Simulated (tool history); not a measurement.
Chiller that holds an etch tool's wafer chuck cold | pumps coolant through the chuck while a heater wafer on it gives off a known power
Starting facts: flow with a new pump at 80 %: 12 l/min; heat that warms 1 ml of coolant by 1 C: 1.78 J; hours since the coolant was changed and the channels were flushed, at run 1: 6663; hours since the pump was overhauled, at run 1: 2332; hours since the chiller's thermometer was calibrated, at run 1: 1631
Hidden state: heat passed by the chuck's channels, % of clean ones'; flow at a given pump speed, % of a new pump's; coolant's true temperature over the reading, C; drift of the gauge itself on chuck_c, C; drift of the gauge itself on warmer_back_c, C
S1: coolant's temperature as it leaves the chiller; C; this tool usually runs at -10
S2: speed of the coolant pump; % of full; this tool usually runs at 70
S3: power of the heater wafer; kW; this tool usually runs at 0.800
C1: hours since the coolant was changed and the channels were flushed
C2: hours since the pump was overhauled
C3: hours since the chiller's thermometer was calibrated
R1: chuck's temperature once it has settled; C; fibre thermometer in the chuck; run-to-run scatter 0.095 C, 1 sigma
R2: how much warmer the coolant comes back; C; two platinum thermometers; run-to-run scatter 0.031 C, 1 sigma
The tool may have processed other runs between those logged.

run   hour   S1  S2     S3    C1    C2    C3      R1    R2
  1    0.0  -10  70  0.800  6663  2332  1631   -2.86  2.63
  2   28.1  -10  70  0.800  6691  2360  1659   -2.79  2.62
  3   80.6  -10  99  0.800  6744  2413  1711   -4.11  1.90
  4  116.6  -10  99  0.800  6780  2449  1747   -4.12  1.90
  5  170.0  -16  70  0.800  6833  2502  1800   -8.80  2.71
  6  209.3  -10  70  0.562  6872  2541  1840   -4.85  1.88
  7  259.6  -10  70  0.562  6923  2592  1890   -4.84  1.85
  8  316.2  -10  70  0.562  6979  2648  1947   -5.08  1.84
  9  372.3  -10  70  0.562  7035  2704  2003   -5.04  1.89
 10  416.2  -10  96  0.562  7079  2748  2047   -5.72  1.36
 11  469.9  -10  96  0.575  7133  2802  2100   -5.70  1.40
 12  503.7  -10  96  0.525  7167  2836  2134   -6.05  1.21
 13  530.3  -10  70  0.710  7193  2862  2161   -3.49  2.42
     539.6  -- coolant pump overhauled
 14  574.6  -10  70  0.710  7233    35  2200   -3.73  2.38
     607.7  -- chiller's thermometer calibrated
 15  609.8  -14  64  0.848  7267    69     2   -6.01  3.18
 16  659.4  -14  64  0.848  7316   119    52   -5.87  3.14
 17  692.7  -14  64  0.848  7350   152    85   -5.98  3.20
 18  742.1  -14  64  0.848  7399   202   134   -5.68  3.22
     787.0  -- coolant pump overhauled, once more
 19  788.9  -11  69  0.942  7441     2   176   -2.77  3.12
 20  816.9  -18  70  0.800  7469    30   204  -10.88  2.54
 21  851.7   -7  94  1.194  7504    65   239    1.97  2.82
 22  888.6   -7  88  1.165  7541   102   276    2.01  3.03
 23  935.5   -3  78  0.446  7588   149   323    0.82  1.29
 24  966.3  -16  67  0.905  7618   179   354   -7.67  3.11

What if the next run were any one of these 5? Each begins from the tool's condition after run 24:
  A  998.7  -10  96  0.800  7651  212  386   ?   ?
  B  998.7  -16  75  0.905  7651  212  386   ?   ?
  C  998.7  -19  79  0.800  7651  212  386   ?   ?
  D  998.7  -15  82  0.793  7651  212  386   ?   ?
  E  998.7  -18  70  0.800  7651  212  386   ?   ?

run      R1    R2
  A   -4.05  1.89
  B   -8.27  2.73
  C  -12.35  2.33
  D   -8.60  2.22
  E  -10.99  2.60
What these runs would have given with no unlogged condition in the tool:
run      R1    R2
  A   -4.95  1.87
  B   -9.38  2.70
  C  -13.31  2.30
  D   -9.54  2.20
  E  -12.00  2.58
